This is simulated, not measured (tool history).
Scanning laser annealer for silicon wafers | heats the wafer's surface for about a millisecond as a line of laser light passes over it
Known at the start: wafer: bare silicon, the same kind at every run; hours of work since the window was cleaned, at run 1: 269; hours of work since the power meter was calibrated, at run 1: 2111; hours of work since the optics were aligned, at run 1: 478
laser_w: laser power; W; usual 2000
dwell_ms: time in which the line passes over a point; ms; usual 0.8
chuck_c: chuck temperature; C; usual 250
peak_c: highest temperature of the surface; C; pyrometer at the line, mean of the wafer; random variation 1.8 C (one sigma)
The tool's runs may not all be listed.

| run | hour | laser_w | dwell_ms | chuck_c | hours of work since the window was cleaned | hours of work since the power meter was calibrated | hours of work since the optics were aligned | peak_c |
|---|---|---|---|---|---|---|---|---|
| 1 | 0 | 2000 | 0.8 | 250 | 269 | 2111 | 478 | 999 |
| 2 | 56.8 | 2000 | 0.8 | 250 | 310 | 2152 | 519 | 998 |
| 3 | 110.2 | 2000 | 0.8 | 262 | 348 | 2190 | 557 | 1008 |
| 4 | 185.2 | 1892 | 0.8 | 250 | 402 | 2244 | 611 | 941 |
| 5 | 248.7 | 1892 | 0.8 | 250 | 448 | 2290 | 657 | 938 |
| 6 | 345.1 | 1868 | 0.8 | 250 | 518 | 2359 | 727 | 924 |
| 7 | 406.8 | 1868 | 0.8 | 250 | 562 | 2404 | 771 | 921 |
| 8 | 453.1 | 1790 | 0.8 | 250 | 595 | 2437 | 804 | 885 |
|  | 496.9 | optics aligned, line set to its width |
| 9 | 529.6 | 1790 | 0.8 | 250 | 647 | 2489 | 24 | 875 |
|  | 538.2 | window over the wafer cleaned |
| 10 | 634.1 | 2000 | 0.8 | 250 | 69 | 2562 | 97 | 1013 |
| 11 | 715.8 | 2000 | 0.8 | 250 | 128 | 2621 | 156 | 1007 |
| 12 | 781.8 | 2000 | 0.891 | 250 | 175 | 2669 | 204 | 1042 |
| 13 | 857.3 | 2000 | 0.8 | 250 | 230 | 2723 | 258 | 999 |
| 14 | 951 | 2000 | 0.92 | 250 | 297 | 2791 | 326 | 1045 |
|  | 1024 | optics aligned, line set to its width, once more |
| 15 | 1042.3 | 2000 | 0.8 | 250 | 360 | 2853 | 13 | 1008 |
| 16 | 1106.9 | 2000 | 0.8 | 250 | 406 | 2899 | 60 | 1005 |
| 17 | 1151.1 | 2000 | 0.8 | 284 | 438 | 2931 | 92 | 1037 |
| 18 | 1193 | 2000 | 0.8 | 284 | 468 | 2961 | 122 | 1035 |
| 19 | 1248.6 | 1981 | 0.8 | 284 | 508 | 3001 | 162 | 1025 |
| 20 | 1323.2 | 1981 | 0.8 | 284 | 562 | 3055 | 216 | 1021 |
| 21 | 1391.4 | 1851 | 0.659 | 263 | 611 | 3104 | 265 | 881 |
|  | 1446.5 | window over the wafer cleaned |
| 22 | 1460.3 | 1743 | 0.708 | 230 | 10 | 3152 | 313 | 850 |
| 23 | 1510.6 | 1787 | 0.725 | 235 | 46 | 3189 | 349 | 883 |
| 24 | 1576 | 1787 | 0.725 | 235 | 93 | 3236 | 396 | 878 |
| 25 | 1618.2 | 2000 | 0.885 | 255 | 124 | 3266 | 427 | 1063 |
| 26 | 1709.5 | 2000 | 0.885 | 255 | 189 | 3332 | 492 | 1056 |
| 27 | 1765 | 2000 | 0.906 | 273 | 229 | 3372 | 532 | 1080 |
| 28 | 1813.1 | 1878 | 0.8 | 285 | 264 | 3407 | 567 | 990 |
| 29 | 1875.8 | 1878 | 0.569 | 241 | 309 | 3452 | 612 | 842 |
| 30 | 1967.3 | 2163 | 0.819 | 219 | 375 | 3518 | 678 | 1058 |
| 31 | 2053.1 | 1944 | 0.819 | 219 | 437 | 3580 | 740 | 953 |
| 32 | 2097.1 | 1708 | 0.668 | 214 | 469 | 3611 | 772 | 779 |
| 33 | 2169.1 | 1992 | 0.8 | 245 | 521 | 3663 | 823 | 988 |
|  | 2181.1 | laser's power meter calibrated |
|  | 2186.1 | optics aligned, line set to its width |
| 34 | 2238.1 | 1702 | 0.901 | 260 | 564 | 37 | 37 | 891 |
| 35 | 2316.6 | 1702 | 0.901 | 260 | 621 | 94 | 94 | 891 |
|  | 2361.9 | window over the wafer cleaned |
| 36 | 2399.6 | 1800 | 0.947 | 256 | 27 | 152 | 152 | 980 |
| 37 | 2448.6 | 1800 | 0.947 | 256 | 63 | 188 | 188 | 979 |
| 38 | 2515.8 | 1800 | 0.947 | 256 | 111 | 236 | 236 | 970 |
| 39 | 2558.7 | 2157 | 0.57 | 247 | 142 | 267 | 267 | 963 |
| 40 | 2609.3 | 2166 | 0.57 | 269 | 178 | 303 | 303 | 990 |

Hidden state at the last listed run before each entry between runs and at the first one after, where it differs:
Between runs 8 and 9: optics aligned, line set to its width (hour 496.9)
  light that passes the window, % of a clean one's: 95.82 -> 95.5; laser's true power over the reading, %: 1.1 -> 1.13; width of the line over the set one, %: 1.81 -> 2.19
  measured less the result without the state, peak_c: -36 -> -40 C
Between runs 9 and 10: window over the wafer cleaned (hour 538.2)
  light that passes the window, % of a clean one's: 95.5 -> 99.41; laser's true power over the reading, %: 1.13 -> 1.16; width of the line over the set one, %: 2.19 -> 2.3
  measured less the result without the state, peak_c: -40 -> -9 C
Between runs 14 and 15: optics aligned, line set to its width, once more (hour 1024)
  light that passes the window, % of a clean one's: 97.99 -> 97.62; laser's true power over the reading, %: 1.28 -> 1.31; width of the line over the set one, %: 2.67 -> 0.07
  measured less the result without the state, peak_c: -25 -> -11 C
Between runs 21 and 22: window over the wafer cleaned (hour 1446.5)
  light that passes the window, % of a clean one's: 96.11 -> 99.73; laser's true power over the reading, %: 1.43 -> 1.46; width of the line over the set one, %: 0.46 -> 0.55
  measured less the result without the state, peak_c: -22 -> +6 C
Between runs 33 and 34: laser's power meter calibrated (hour 2181.1); optics aligned, line set to its width (hour 2186.1)
  light that passes the window, % of a clean one's: 96.68 -> 96.46; laser's true power over the reading, %: 1.72 -> 0.18; width of the line over the set one, %: 1.36 -> 0.07
  measured less the result without the state, peak_c: -24 -> -29 C
Between runs 35 and 36: window over the wafer cleaned (hour 2361.9)
  light that passes the window, % of a clean one's: 96.11 -> 99.6; laser's true power over the reading, %: 0.2 -> 0.23; width of the line over the set one, %: 0.17 -> 0.27
  measured less the result without the state, peak_c: -32 -> -3 C
